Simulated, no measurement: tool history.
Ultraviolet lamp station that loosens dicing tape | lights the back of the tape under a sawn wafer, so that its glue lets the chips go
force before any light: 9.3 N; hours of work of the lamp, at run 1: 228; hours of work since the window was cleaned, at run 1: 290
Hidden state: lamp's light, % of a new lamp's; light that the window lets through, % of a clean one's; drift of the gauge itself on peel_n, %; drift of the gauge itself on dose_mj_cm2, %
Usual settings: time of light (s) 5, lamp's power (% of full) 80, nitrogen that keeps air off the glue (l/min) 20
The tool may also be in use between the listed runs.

| run | hour | time of light (s) | lamp's power (% of full) | nitrogen that keeps air off the glue (l/min) | hours of work of the lamp | hours of work since the window was cleaned | force that peels the tape off (N) | light that reached the tape (mJ/cm2) |
|---|---|---|---|---|---|---|---|---|
| 1 | 0 | 5 | 80 | 20 | 228 | 290 | 0.871 | 317 |
| 2 | 8.6 | 5 | 80 | 20 | 232 | 294 | 0.843 | 312 |
| 3 | 15.9 | 2 | 80 | 20 | 236 | 298 | 3.544 | 127 |
| 4 | 26.1 | 2 | 80 | 20 | 241 | 303 | 3.655 | 123 |
| 5 | 37.3 | 2 | 80 | 20 | 246 | 308 | 3.592 | 122 |
| 6 | 48.2 | 2 | 80 | 20 | 252 | 314 | 3.528 | 125 |
| 7 | 58.4 | 5 | 80 | 12 | 257 | 319 | 1.437 | 312 |
| 8 | 65.6 | 5 | 80 | 12 | 260 | 322 | 1.449 | 312 |
|  | 67.5 | window cleaned of glue's vapour |
| 9 | 74.8 | 6 | 80 | 39 | 264 | 4 | 0.36 | 359 |
| 10 | 84.4 | 6 | 80 | 39 | 269 | 8 | 0.354 | 364 |
|  | 95.8 | window cleaned of glue's vapour, once more |
| 11 | 100.2 | 7 | 72 | 39 | 277 | 2 | 0.221 | 428 |
| 12 | 115.6 | 7 | 72 | 39 | 284 | 10 | 0.215 | 421 |

The next listed run, before its measurement:
| 13 | 121.8 | 2 | 61 | 20 | 287 | 13 | ? | ? |

{"run 13": {"force that peels the tape off (N)": 4.213, "light that reached the tape (mJ/cm2)": 103}}
Without the tool's hidden state the same run would have given force that peels the tape off (N) 3.683, light that reached the tape (mJ/cm2) 121.

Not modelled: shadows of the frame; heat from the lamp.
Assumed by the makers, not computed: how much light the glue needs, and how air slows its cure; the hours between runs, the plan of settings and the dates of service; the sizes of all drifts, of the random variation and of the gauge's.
